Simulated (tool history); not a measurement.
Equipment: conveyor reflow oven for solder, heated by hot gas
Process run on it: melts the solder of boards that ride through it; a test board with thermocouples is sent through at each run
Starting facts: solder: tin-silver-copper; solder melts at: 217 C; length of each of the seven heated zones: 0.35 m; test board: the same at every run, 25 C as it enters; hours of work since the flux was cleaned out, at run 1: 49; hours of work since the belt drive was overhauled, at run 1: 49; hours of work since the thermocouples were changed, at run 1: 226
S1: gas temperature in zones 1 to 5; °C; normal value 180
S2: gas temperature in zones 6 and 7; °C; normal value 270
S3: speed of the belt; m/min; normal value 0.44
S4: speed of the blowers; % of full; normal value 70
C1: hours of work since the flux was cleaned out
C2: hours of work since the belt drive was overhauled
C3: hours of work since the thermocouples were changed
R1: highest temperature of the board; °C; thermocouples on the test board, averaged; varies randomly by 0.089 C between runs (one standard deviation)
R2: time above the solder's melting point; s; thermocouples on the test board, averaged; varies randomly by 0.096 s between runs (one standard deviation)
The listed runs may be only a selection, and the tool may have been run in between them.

run 1 day=0 | S1=180 S2=270 S3=0.44 S4=70 | C1=49 C2=49 C3=226 | R1=255.18 R2=76.5
run 2 day=1.542 | S1=180 S2=270 S3=0.44 S4=70 | C1=75 C2=75 C3=251 | R1=255.21 R2=76.53
run 3 day=3.492 | S1=180 S2=270 S3=0.44 S4=70 | C1=107 C2=107 C3=284 | R1=255.08 R2=76.77
run 4 day=5.121 | S1=180 S2=270 S3=0.427 S4=70 | C1=134 C2=134 C3=311 | R1=256.05 R2=79.73
run 5 day=6.929 | S1=180 S2=270 S3=0.427 S4=70 | C1=164 C2=164 C3=341 | R1=255.9 R2=79.84
run 6 day=8.608 | S1=180 S2=270 S3=0.427 S4=70 | C1=192 C2=192 C3=369 | R1=255.99 R2=79.93
run 7 day=10.646 | S1=180 S2=270 S3=0.427 S4=70 | C1=226 C2=226 C3=402 | R1=256 R2=79.86
run 8 day=12.383 | S1=180 S2=270 S3=0.44 S4=70 | C1=255 C2=255 C3=431 | R1=255.05 R2=76.69
-- day=13.267 flux residue cleaned out of gas plates and filters
run 9 day=13.812 | S1=180 S2=270 S3=0.44 S4=70 | C1=9 C2=275 C3=451 | R1=255.16 R2=76.65
run 10 day=15.321 | S1=180 S2=270 S3=0.44 S4=70 | C1=34 C2=300 C3=477 | R1=255.18 R2=76.73
run 11 day=17.296 | S1=180 S2=270 S3=0.44 S4=70 | C1=67 C2=333 C3=509 | R1=255.07 R2=76.65
run 12 day=19.067 | S1=180 S2=270 S3=0.391 S4=70 | C1=96 C2=362 C3=539 | R1=258.41 R2=89.94
run 13 day=20.354 | S1=174 S2=270 S3=0.44 S4=70 | C1=118 C2=384 C3=560 | R1=254.22 R2=72.95
run 14 day=21.729 | S1=180 S2=270 S3=0.44 S4=70 | C1=140 C2=406 C3=583 | R1=255.26 R2=76.58
run 15 day=23.221 | S1=180 S2=270 S3=0.44 S4=70 | C1=165 C2=431 C3=608 | R1=255.09 R2=76.65
run 16 day=25.317 | S1=194 S2=270 S3=0.44 S4=70 | C1=200 C2=466 C3=642 | R1=257.43 R2=85.97
run 17 day=27.012 | S1=173 S2=279 S3=0.44 S4=80 | C1=228 C2=494 C3=670 | R1=263.79 R2=79.99
run 18 day=28.479 | S1=184 S2=270 S3=0.518 S4=70 | C1=252 C2=518 C3=695 | R1=250.76 R2=61.99
-- day=29.571 flux residue cleaned out of gas plates and filters
run 19 day=30.417 | S1=180 S2=270 S3=0.44 S4=67 | C1=14 C2=547 C3=724 | R1=254.61 R2=75.88
run 20 day=31.996 | S1=180 S2=270 S3=0.44 S4=84 | C1=40 C2=573 C3=750 | R1=257.51 R2=79.17
run 21 day=33.767 | S1=180 S2=270 S3=0.44 S4=84 | C1=70 C2=603 C3=779 | R1=257.46 R2=79.15
run 22 day=35.404 | S1=180 S2=270 S3=0.509 S4=63 | C1=97 C2=630 C3=806 | R1=248.62 R2=59.29
run 23 day=36.308 | S1=180 S2=272 S3=0.509 S4=55 | C1=112 C2=645 C3=821 | R1=247.75 R2=57.5
run 24 day=37.692 | S1=168 S2=273 S3=0.475 S4=61 | C1=135 C2=668 C3=844 | R1=250.52 R2=60.58
-- day=39.983 belt drive overhauled, speed set with a stopwatch
run 25 day=40.004 | S1=180 S2=278 S3=0.365 S4=68 | C1=170 C2=0 C3=880 | R1=266.96 R2=102.94
run 26 day=42.075 | S1=180 S2=272 S3=0.387 S4=70 | C1=205 C2=35 C3=914 | R1=260.45 R2=92.57
run 27 day=43.621 | S1=180 S2=272 S3=0.387 S4=70 | C1=230 C2=60 C3=940 | R1=260.39 R2=92.48
run 28 day=44.721 | S1=180 S2=272 S3=0.387 S4=70 | C1=249 C2=79 C3=958 | R1=260.53 R2=92.68
-- day=45.971 flux residue cleaned out of gas plates and filters
run 29 day=46.671 | S1=180 S2=283 S3=0.44 S4=70 | C1=12 C2=107 C3=987 | R1=266.39 R2=84.44

Hidden state at the last listed run before each entry between runs and at the first one after, where it differs:
Run 8 -> run 9: flux residue cleaned out of gas plates and filters (day 13.267)
  heat that the gas passes to the board, % of a clean oven's: 99.8 -> 100
Run 18 -> run 19: flux residue cleaned out of gas plates and filters (day 29.571)
  heat that the gas passes to the board, % of a clean oven's: 99.8 -> 100
Run 24 -> run 25: belt drive overhauled, speed set with a stopwatch (day 39.983)
  belt's true speed, % of the reading: 99.98 -> 100; true gas temperature in zones 6 and 7 over the reading, C: 0.03 -> 0.04
Run 28 -> run 29: flux residue cleaned out of gas plates and filters (day 45.971)
  heat that the gas passes to the board, % of a clean oven's: 99.8 -> 100
